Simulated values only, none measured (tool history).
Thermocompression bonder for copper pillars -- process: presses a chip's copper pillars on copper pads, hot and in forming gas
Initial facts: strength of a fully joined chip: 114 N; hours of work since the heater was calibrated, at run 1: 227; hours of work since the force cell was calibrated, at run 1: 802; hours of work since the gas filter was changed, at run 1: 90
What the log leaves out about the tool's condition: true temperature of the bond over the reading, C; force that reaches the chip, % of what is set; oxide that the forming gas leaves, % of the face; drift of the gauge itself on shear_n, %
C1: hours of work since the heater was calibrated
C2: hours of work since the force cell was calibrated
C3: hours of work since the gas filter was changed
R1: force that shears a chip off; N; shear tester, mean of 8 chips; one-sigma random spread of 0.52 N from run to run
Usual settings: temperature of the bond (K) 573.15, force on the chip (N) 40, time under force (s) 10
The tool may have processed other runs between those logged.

Run 1, hour 0.0: usual settings; C1 227; C2 802; C3 90. Result: R1 55.2 N.
At hour 30.9: force cell calibrated.
Run 2, hour 30.9: usual settings but force on the chip (N) 31; C1 240; C2 0; C3 103. Result: R1 45.5 N.
Run 3, hour 73.4: usual settings but force on the chip (N) 31; C1 259; C2 19; C3 122. Result: R1 45.7 N.
Run 4, hour 114.2: usual settings but force on the chip (N) 43; C1 277; C2 38; C3 141. Result: R1 55.8 N.
Run 5, hour 154.1: usual settings but force on the chip (N) 43; C1 295; C2 56; C3 159. Result: R1 54.4 N.
Run 6, hour 191.5: usual settings but force on the chip (N) 43; C1 312; C2 73; C3 176. Result: R1 53.9 N.
Run 7, hour 223.1: usual settings but force on the chip (N) 43; C1 327; C2 87; C3 190. Result: R1 54.2 N.
Run 8, hour 248.2: usual settings; C1 338; C2 98; C3 201. Result: R1 52.7 N.
Run 9, hour 286.7: usual settings; C1 355; C2 116; C3 219. Result: R1 51.0 N.
Run 10, hour 321.8: usual settings; C1 371; C2 131; C3 235. Result: R1 51.2 N.
Run 11, hour 362.4: usual settings; C1 389; C2 150; C3 253. Result: R1 52.1 N.
Run 12, hour 387.8: usual settings but time under force (s) 20; C1 401; C2 161; C3 264. Result: R1 64.6 N.
Run 13, hour 424.7: usual settings; C1 418; C2 178; C3 281. Result: R1 51.2 N.
At hour 453.2: forming gas filter changed.
Run 14, hour 466.7: usual settings; C1 436; C2 197; C3 6. Result: R1 54.3 N.
Run 15, hour 511.3: usual settings but force on the chip (N) 57; C1 457; C2 217; C3 26. Result: R1 65.9 N.
Run 16, hour 551.3: usual settings but force on the chip (N) 57; C1 475; C2 235; C3 44. Result: R1 65.2 N.
Run 17, hour 572.6: usual settings but force on the chip (N) 57; C1 484; C2 244; C3 54. Result: R1 64.9 N.
Run 18, hour 613.2: usual settings but force on the chip (N) 57, time under force (s) 17; C1 503; C2 263; C3 72. Result: R1 75.5 N.
Run 19, hour 649.8: usual settings but temperature of the bond (K) 585.15; C1 519; C2 279; C3 89. Result: R1 62.6 N.
Run 20, hour 683.2: usual settings but temperature of the bond (K) 585.15; C1 534; C2 294; C3 104. Result: R1 61.2 N.
Run 21, hour 718.9: usual settings but temperature of the bond (K) 585.15; C1 550; C2 310; C3 120. Result: R1 62.4 N.
Run 22, hour 748.7: usual settings but temperature of the bond (K) 585.15; C1 564; C2 324; C3 133. Result: R1 62.1 N.
Run 23, hour 780.0: usual settings but temperature of the bond (K) 599.15, force on the chip (N) 27, time under force (s) 7; C1 578; C2 338; C3 148. Result: R1 51.1 N.
Run 24, hour 810.2: usual settings but temperature of the bond (K) 557.15; C1 592; C2 352; C3 161. Result: R1 42.9 N.
Run 25, hour 850.4: usual settings but temperature of the bond (K) 590.15, force on the chip (N) 38, time under force (s) 20; C1 610; C2 370; C3 179. Result: R1 76.4 N.
Run 26, hour 885.8: usual settings but temperature of the bond (K) 590.15, force on the chip (N) 33, time under force (s) 19; C1 626; C2 386; C3 195. Result: R1 69.9 N.
Run 27, hour 910.1: usual settings but temperature of the bond (K) 590.15, force on the chip (N) 33, time under force (s) 18; C1 637; C2 397; C3 206. Result: R1 68.8 N.

Predict the results of run 28:
Run 28, hour 932.4: usual settings but temperature of the bond (K) 557.15, force on the chip (N) 33, time under force (s) 29; C1 647; C2 407; C3 216. Result: R1 ?.

{"run 28": {"R1": 54.7}}
Had the tool carried no hidden state, the very same run would have given R1 57.2 N.
